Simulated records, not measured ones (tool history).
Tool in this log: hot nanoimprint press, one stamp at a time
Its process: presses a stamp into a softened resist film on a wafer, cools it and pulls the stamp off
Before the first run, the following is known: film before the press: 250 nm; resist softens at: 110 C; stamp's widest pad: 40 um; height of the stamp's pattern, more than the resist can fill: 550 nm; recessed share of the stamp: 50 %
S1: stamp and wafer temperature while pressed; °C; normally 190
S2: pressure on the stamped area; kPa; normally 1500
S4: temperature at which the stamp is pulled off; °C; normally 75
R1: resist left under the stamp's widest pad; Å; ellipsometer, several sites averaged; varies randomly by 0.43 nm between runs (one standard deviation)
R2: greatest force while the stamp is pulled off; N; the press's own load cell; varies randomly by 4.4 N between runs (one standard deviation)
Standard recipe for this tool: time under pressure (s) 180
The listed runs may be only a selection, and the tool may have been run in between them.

{"run": 1, "hour": 0.0, "S1": 190, "S2": 1500, "time under pressure (s)": 180, "S4": 75, "R1": 1298, "R2": 216}
{"run": 2, "hour": 16.0, "S1": 190, "S2": 1500, "time under pressure (s)": 180, "S4": 75, "R1": 1307, "R2": 217}
{"run": 3, "hour": 28.9, "S1": 190, "S2": 1500, "time under pressure (s)": 180, "S4": 75, "R1": 1307, "R2": 216}
{"run": 4, "hour": 45.4, "S1": 190, "S2": 1500, "time under pressure (s)": 180, "S4": 75, "R1": 1307, "R2": 212}
{"run": 5, "hour": 59.4, "S1": 190, "S2": 1500, "time under pressure (s)": 180, "S4": 75, "R1": 1307, "R2": 212}
{"run": 6, "hour": 73.6, "S1": 190, "S2": 1500, "time under pressure (s)": 180, "S4": 75, "R1": 1312, "R2": 210}
{"run": 7, "hour": 81.2, "S1": 190, "S2": 1500, "time under pressure (s)": 180, "S4": 75, "R1": 1316, "R2": 208}
{"run": 8, "hour": 94.8, "S1": 190, "S2": 1500, "time under pressure (s)": 180, "S4": 75, "R1": 1314, "R2": 214}
{"run": 9, "hour": 111.4, "S1": 185, "S2": 1500, "time under pressure (s)": 180, "S4": 75, "R1": 1549, "R2": 209}
{"run": 10, "hour": 119.8, "S1": 185, "S2": 1500, "time under pressure (s)": 180, "S4": 75, "R1": 1552, "R2": 211}
{"run": 11, "hour": 137.4, "S1": 185, "S2": 1500, "time under pressure (s)": 180, "S4": 75, "R1": 1561, "R2": 222}
{"run": 12, "hour": 147.3, "S1": 185, "S2": 1500, "time under pressure (s)": 180, "S4": 75, "R1": 1552, "R2": 209}
{"run": 13, "hour": 154.9, "S1": 186, "S2": 1500, "time under pressure (s)": 204, "S4": 75, "R1": 1453, "R2": 217}
{"run": 14, "hour": 163.6, "S1": 186, "S2": 1500, "time under pressure (s)": 204, "S4": 75, "R1": 1455, "R2": 207}
{"run": 15, "hour": 179.5, "S1": 189, "S2": 1500, "time under pressure (s)": 180, "S4": 75, "R1": 1374, "R2": 211}
{"run": 16, "hour": 189.9, "S1": 189, "S2": 1500, "time under pressure (s)": 356, "S4": 67, "R1": 1085, "R2": 258}
{"hour": 208.6, "done": "stamp cleaned and given a new release coat"}
{"run": 17, "hour": 212.6, "S1": 189, "S2": 1500, "time under pressure (s)": 356, "S4": 67, "R1": 1091, "R2": 267}
{"run": 18, "hour": 226.3, "S1": 189, "S2": 1500, "time under pressure (s)": 356, "S4": 67, "R1": 1089, "R2": 270}
{"run": 19, "hour": 240.0, "S1": 189, "S2": 1770, "time under pressure (s)": 329, "S4": 67, "R1": 1026, "R2": 267}
{"run": 20, "hour": 251.1, "S1": 194, "S2": 2120, "time under pressure (s)": 188, "S4": 62, "R1": 956, "R2": 301}
{"hour": 252.5, "done": "gauge calibrated"}
{"run": 21, "hour": 262.9, "S1": 183, "S2": 2120, "time under pressure (s)": 188, "S4": 72, "R1": 1418, "R2": 236}
{"run": 22, "hour": 280.0, "S1": 186, "S2": 2220, "time under pressure (s)": 180, "S4": 75, "R1": 1259, "R2": 218}

What if the next run were any one of these 3? Each begins from the tool's condition after run 22:
{"run": "A", "hour": 297.1, "S1": 190, "S2": 1500, "time under pressure (s)": 180, "S4": 77, "R1": "?", "R2": "?"}
{"run": "B", "hour": 297.1, "S1": 186, "S2": 1860, "time under pressure (s)": 338, "S4": 70, "R1": "?", "R2": "?"}
{"run": "C", "hour": 297.1, "S1": 186, "S2": 1040, "time under pressure (s)": 139, "S4": 67, "R1": "?", "R2": "?"}

run=A R1=1313 R2=199
run=B R1=1107 R2=243
run=C R1=1830 R2=262
Without the tool's hidden state the same runs would have given:
run=A R1=1308 R2=198
run=B R1=1102 R2=242
run=C R1=1823 R2=260
